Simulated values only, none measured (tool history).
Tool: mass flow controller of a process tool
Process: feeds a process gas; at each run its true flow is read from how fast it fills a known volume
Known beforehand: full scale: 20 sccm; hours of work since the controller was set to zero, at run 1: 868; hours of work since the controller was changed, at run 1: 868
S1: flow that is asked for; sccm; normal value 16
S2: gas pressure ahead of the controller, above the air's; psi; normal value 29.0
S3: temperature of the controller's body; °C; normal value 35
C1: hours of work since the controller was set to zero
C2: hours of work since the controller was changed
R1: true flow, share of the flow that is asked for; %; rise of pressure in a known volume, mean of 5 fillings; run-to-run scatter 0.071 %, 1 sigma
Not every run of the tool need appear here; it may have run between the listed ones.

run 1 day=0.000 | S1=16 S2=29.0 S3=35 | C1=868 C2=868 | R1=99.82
run 2 day=1.446 | S1=16 S2=29.0 S3=20 | C1=878 C2=878 | R1=99.42
run 3 day=2.988 | S1=16 S2=29.0 S3=20 | C1=889 C2=889 | R1=99.36
run 4 day=5.529 | S1=5 S2=29.0 S3=35 | C1=908 C2=908 | R1=99.33
run 5 day=7.267 | S1=5 S2=29.0 S3=35 | C1=921 C2=921 | R1=99.21
run 6 day=8.654 | S1=18 S2=29.0 S3=35 | C1=931 C2=931 | R1=99.86
run 7 day=10.225 | S1=18 S2=29.0 S3=35 | C1=942 C2=942 | R1=99.87
run 8 day=11.721 | S1=18 S2=29.0 S3=35 | C1=953 C2=953 | R1=99.82
run 9 day=14.433 | S1=16 S2=29.0 S3=35 | C1=973 C2=973 | R1=99.70
-- day=14.592 controller's zero set anew
run 10 day=16.550 | S1=16 S2=29.0 S3=35 | C1=14 C2=988 | R1=99.77
run 11 day=19.775 | S1=16 S2=23.4 S3=22 | C1=38 C2=1012 | R1=99.32
run 12 day=22.754 | S1=5 S2=36.1 S3=30 | C1=59 C2=1033 | R1=99.22
run 13 day=24.462 | S1=5 S2=36.1 S3=30 | C1=72 C2=1046 | R1=99.24
run 14 day=27.838 | S1=5 S2=36.1 S3=30 | C1=96 C2=1070 | R1=99.24
run 15 day=30.454 | S1=16 S2=21.0 S3=26 | C1=116 C2=1089 | R1=99.37
run 16 day=33.488 | S1=3 S2=37.3 S3=23 | C1=138 C2=1111 | R1=99.27
-- day=35.200 controller's zero set anew, once more
run 17 day=35.488 | S1=8 S2=26.4 S3=36 | C1=2 C2=1126 | R1=98.98
run 18 day=37.321 | S1=16 S2=35.0 S3=28 | C1=15 C2=1139 | R1=99.47
run 19 day=40.629 | S1=16 S2=35.0 S3=28 | C1=40 C2=1163 | R1=99.35

Here are 3 independent what-if runs from the current tool condition. What would each one return?
run A day=42.200 | S1=16 S2=23.5 S3=28 | C1=51 C2=1175 | R1=?
run B day=42.200 | S1=16 S2=22.8 S3=28 | C1=51 C2=1175 | R1=?
run C day=42.200 | S1=10 S2=28.4 S3=24 | C1=51 C2=1175 | R1=?

run=A R1=99.25
run=B R1=99.43
run=C R1=98.74
Had the tool no hidden state, the same runs would have come out as:
run=A R1=99.69
run=B R1=99.87
run=C R1=99.14
